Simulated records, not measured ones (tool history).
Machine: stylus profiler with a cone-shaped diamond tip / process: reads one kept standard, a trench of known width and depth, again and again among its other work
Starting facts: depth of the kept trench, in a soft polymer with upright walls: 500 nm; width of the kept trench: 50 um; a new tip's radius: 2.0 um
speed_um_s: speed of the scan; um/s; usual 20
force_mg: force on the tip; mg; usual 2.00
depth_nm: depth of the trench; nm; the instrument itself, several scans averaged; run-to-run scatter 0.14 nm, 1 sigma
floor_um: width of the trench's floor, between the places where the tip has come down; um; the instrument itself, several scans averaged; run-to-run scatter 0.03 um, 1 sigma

run	day	speed_um_s	force_mg	depth_nm	floor_um
1	0.000	20	2.00	502.45	46.21
2	1.254	20	2.00	502.66	46.15
3	2.017	20	2.00	502.74	46.17
4	2.871	20	2.00	502.57	46.19
5	3.783	20	2.00	502.57	46.13
6	4.962	20	2.00	502.23	46.14
7	6.350	20	2.00	502.21	46.08
8	7.371	20	2.00	502.53	46.12
9	8.071	20	2.00	502.13	46.06
10	9.238	20	1.31	500.99	46.03
11	10.771	20	2.00	503.16	45.99
12	11.746	20	2.00	502.97	45.99
13	12.888	24	0.74	501.66	45.84
14	14.242	24	0.74	501.67	45.85
15	15.692	20	3.47	504.69	45.96
16	16.488	14	4.06	505.23	46.00
17	17.858	63	1.07	501.74	45.42
18	18.629	63	1.07	501.81	45.47
19	19.488	63	1.07	501.94	45.45
20	20.679	35	2.41	503.86	45.75
21	21.812	10	0.91	501.96	45.81
22	22.454	10	0.91	501.56	45.84
23	23.383	23	1.34	502.16	45.70
24	24.471	23	1.34	501.99	45.69

Not shown here: 2 entries made in the log between runs. Locate each between two listed runs and compare the hidden state at the listed run before it with the hidden state at the listed run after it:
Run 8 -> run 9: height scale calibrated on a step standard (day 7.529)
  radius of the tip, um: 3.85 -> 3.88; height scale over the true one, %: -0.2 -> -0.297
  what was measured, less what the result would be without the hidden state, depth_nm: -1.01 -> -1.50 nm; floor_um: -1.15 -> -1.16 um
Run 10 -> run 11: height scale calibrated on a step standard, once more (day 10.071)
  radius of the tip, um: 3.92 -> 3.98; height scale over the true one, %: -0.302 -> -0.033
  what was measured, less what the result would be without the hidden state, depth_nm: -1.52 -> -0.17 nm; floor_um: -1.18 -> -1.22 um

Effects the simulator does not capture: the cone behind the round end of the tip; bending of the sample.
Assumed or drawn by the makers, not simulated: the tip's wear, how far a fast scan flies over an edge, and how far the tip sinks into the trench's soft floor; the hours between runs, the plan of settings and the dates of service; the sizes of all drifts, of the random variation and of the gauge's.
